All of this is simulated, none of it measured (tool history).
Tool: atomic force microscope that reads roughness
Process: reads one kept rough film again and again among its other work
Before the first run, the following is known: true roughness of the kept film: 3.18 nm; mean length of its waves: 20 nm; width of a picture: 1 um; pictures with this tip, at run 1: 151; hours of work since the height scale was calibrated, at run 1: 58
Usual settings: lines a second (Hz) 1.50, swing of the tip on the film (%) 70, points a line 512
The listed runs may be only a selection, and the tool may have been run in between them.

run	hour	lines a second (Hz)	swing of the tip on the film (%)	points a line	pictures with this tip	hours of work since the height scale was calibrated	roughness of the kept film (nm (root mean square))
1	0.0	1.50	70	512	151	58	2.178
2	6.4	1.50	70	299	164	62	2.115
3	18.4	1.50	70	512	187	69	2.108
4	23.7	1.50	70	430	198	72	2.063
5	35.9	1.50	70	430	222	80	2.025
6	45.8	0.54	70	512	241	86	2.103
7	55.9	0.54	70	512	261	92	2.077
8	62.2	1.50	70	512	274	95	1.954
9	69.0	1.50	60	512	287	100	1.992
10	74.9	1.50	70	459	299	103	1.883
11	80.8	1.50	70	459	310	107	1.882
# hour 82.1: new tip fitted
12	88.1	1.31	70	512	12	111	2.509
13	100.4	1.31	70	279	36	118	2.370
14	111.2	1.50	70	512	57	125	2.359
15	119.4	1.50	70	512	73	130	2.323
16	126.1	1.50	70	512	86	134	2.277
17	137.4	0.69	70	512	109	140	2.319
18	143.7	1.50	82	512	121	144	2.054
19	149.5	1.50	82	512	132	148	2.032
20	160.7	1.50	82	512	155	154	1.990
21	166.8	1.50	82	512	167	158	1.951
22	176.7	3.81	60	795	186	164	2.023
23	188.0	0.94	81	379	208	171	1.976
24	197.1	3.15	81	975	226	176	1.657
25	206.5	3.15	81	975	245	182	1.625
26	217.6	2.39	66	944	267	189	1.894
27	227.1	1.50	70	664	285	194	1.887
28	237.3	2.47	90	441	305	200	1.466
# hour 241.6: new tip fitted
29	248.8	2.62	56	279	14	207	2.473
30	254.2	3.90	56	273	25	210	2.369
31	263.3	2.29	70	422	43	216	2.279
32	274.0	3.34	66	262	64	222	2.158
33	281.3	3.34	66	262	78	227	2.126
34	292.7	2.34	66	271	100	233	2.144
35	300.2	1.34	58	499	115	238	2.316
36	305.9	2.27	62	499	126	241	2.205
37	314.4	1.50	70	490	143	246	2.152
38	323.6	1.50	83	832	161	252	1.982
39	330.3	1.50	83	832	175	256	1.933
40	339.2	1.79	73	822	192	261	2.007
41	347.7	1.79	77	822	209	266	1.924

4 ways to go on from here, each from the tool as it stands after run 41. What would each give?
A	354.1	0.91	57	270	221	270	?
B	354.1	0.78	60	786	221	270	?
C	354.1	1.79	86	1015	221	270	?
D	354.1	1.73	87	266	221	270	?

run	roughness of the kept film (nm (root mean square))
A	2.039
B	2.136
C	1.772
D	1.709
Take away the tool's hidden state, keep each run's random variation, and the runs would have read:
run	roughness of the kept film (nm (root mean square))
A	2.576
B	2.696
C	2.240
D	2.160

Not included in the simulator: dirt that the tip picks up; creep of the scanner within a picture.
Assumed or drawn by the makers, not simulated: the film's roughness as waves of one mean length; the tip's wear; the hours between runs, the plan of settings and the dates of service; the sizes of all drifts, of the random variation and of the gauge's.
